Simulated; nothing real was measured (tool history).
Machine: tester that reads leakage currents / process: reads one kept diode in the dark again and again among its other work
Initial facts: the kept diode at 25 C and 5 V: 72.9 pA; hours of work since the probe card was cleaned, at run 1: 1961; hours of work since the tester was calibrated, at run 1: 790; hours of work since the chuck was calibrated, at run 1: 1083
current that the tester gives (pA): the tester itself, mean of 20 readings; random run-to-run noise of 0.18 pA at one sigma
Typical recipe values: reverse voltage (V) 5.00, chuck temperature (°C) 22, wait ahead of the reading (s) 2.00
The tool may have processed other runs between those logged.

| run | hour | reverse voltage (V) | chuck temperature (°C) | wait ahead of the reading (s) | hours of work since the probe card was cleaned | hours of work since the tester was calibrated | hours of work since the chuck was calibrated | current that the tester gives (pA) |
|---|---|---|---|---|---|---|---|---|
| 1 | 0.0 | 5.00 | 22 | 2.00 | 1961 | 790 | 1083 | 69.13 |
| 2 | 84.2 | 5.00 | 22 | 2.00 | 2001 | 830 | 1123 | 70.13 |
| 3 | 157.7 | 5.00 | 22 | 3.63 | 2035 | 864 | 1157 | 69.32 |
| 4 | 229.6 | 5.00 | 22 | 2.00 | 2069 | 898 | 1191 | 70.15 |
| 5 | 301.4 | 5.00 | 22 | 2.00 | 2103 | 932 | 1225 | 70.45 |
| 6 | 354.7 | 5.00 | 22 | 2.00 | 2128 | 957 | 1250 | 70.73 |
| 7 | 418.1 | 5.00 | 22 | 5.73 | 2158 | 987 | 1280 | 70.29 |
| 8 | 462.5 | 5.00 | 22 | 5.73 | 2179 | 1008 | 1301 | 70.53 |
| 9 | 525.5 | 5.00 | 22 | 2.00 | 2208 | 1037 | 1330 | 71.43 |
| 10 | 570.7 | 5.00 | 22 | 2.00 | 2230 | 1059 | 1351 | 71.44 |
| 11 | 661.1 | 5.00 | 22 | 2.00 | 2272 | 1101 | 1394 | 71.71 |
| 12 | 734.3 | 5.00 | 22 | 2.00 | 2307 | 1136 | 1428 | 72.11 |
| 13 | 818.9 | 5.00 | 22 | 1.82 | 2346 | 1176 | 1468 | 72.41 |
| 14 | 878.2 | 5.00 | 22 | 1.82 | 2374 | 1203 | 1496 | 72.75 |
| 15 | 926.2 | 5.94 | 22 | 2.00 | 2397 | 1226 | 1519 | 80.72 |
| 16 | 1010.0 | 5.94 | 22 | 2.00 | 2436 | 1265 | 1558 | 80.62 |
| 17 | 1079.5 | 5.00 | 22 | 2.00 | 2469 | 1298 | 1591 | 73.52 |
|  | 1086.6 | probe card cleaned and baked |
| 18 | 1142.7 | 5.00 | 48 | 2.00 | 26 | 1327 | 1619 | 425.80 |
| 19 | 1216.5 | 5.00 | 58 | 2.00 | 61 | 1361 | 1654 | 796.92 |
|  | 1302.4 | chuck's temperature calibrated |
| 20 | 1302.4 | 5.00 | 58 | 2.00 | 101 | 1401 | 0 | 703.37 |
| 21 | 1390.3 | 2.85 | 22 | 1.35 | 142 | 1442 | 41 | 43.00 |
| 22 | 1450.6 | 2.85 | 22 | 1.35 | 170 | 1470 | 70 | 43.10 |
| 23 | 1541.1 | 13.90 | 24 | 10.00 | 213 | 1513 | 112 | 121.67 |
| 24 | 1629.9 | 5.00 | 31 | 9.81 | 255 | 1555 | 154 | 115.37 |
| 25 | 1720.7 | 2.24 | 34 | 0.88 | 298 | 1598 | 197 | 92.23 |
| 26 | 1768.9 | 2.24 | 55 | 1.49 | 320 | 1620 | 220 | 376.45 |
| 27 | 1850.7 | 6.56 | 26 | 2.00 | 359 | 1659 | 258 | 94.89 |
| 28 | 1906.7 | 6.56 | 26 | 8.27 | 385 | 1685 | 284 | 94.34 |
| 29 | 1973.1 | 6.56 | 49 | 1.04 | 416 | 1716 | 316 | 471.82 |
| 30 | 2060.3 | 6.56 | 49 | 1.04 | 457 | 1757 | 357 | 473.98 |
| 31 | 2117.6 | 6.56 | 49 | 1.04 | 484 | 1784 | 384 | 475.37 |
| 32 | 2155.6 | 6.56 | 49 | 1.04 | 502 | 1802 | 402 | 477.71 |
| 33 | 2241.1 | 1.29 | 49 | 7.28 | 542 | 1843 | 442 | 190.79 |
| 34 | 2301.8 | 2.30 | 56 | 7.48 | 571 | 1871 | 470 | 414.22 |
| 35 | 2363.1 | 2.20 | 24 | 2.00 | 600 | 1900 | 499 | 45.06 |
| 36 | 2421.5 | 14.81 | 26 | 1.14 | 627 | 1927 | 527 | 158.41 |
| 37 | 2465.4 | 8.15 | 44 | 1.24 | 648 | 1948 | 547 | 392.27 |
| 38 | 2547.9 | 5.00 | 36 | 0.78 | 687 | 1987 | 586 | 172.99 |
| 39 | 2625.2 | 5.00 | 36 | 0.78 | 723 | 2023 | 623 | 173.60 |
| 40 | 2668.7 | 5.00 | 22 | 0.49 | 744 | 2044 | 643 | 65.75 |

Forecast each of these 3 alternatives for the next run:
| A | 2755.3 | 1.45 | 33 | 4.23 | 784 | 2084 | 684 | ? |
| B | 2755.3 | 10.01 | 22 | 0.49 | 784 | 2084 | 684 | ? |
| C | 2755.3 | 12.36 | 38 | 2.00 | 784 | 2084 | 684 | ? |

| run | current that the tester gives (pA) |
|---|---|
| A | 69.81 |
| B | 99.80 |
| C | 334.30 |
The same runs, with their run-to-run variation unchanged, on a tool lacking any hidden condition would have given:
| run | current that the tester gives (pA) |
|---|---|
| A | 66.18 |
| B | 91.98 |
| C | 315.84 |
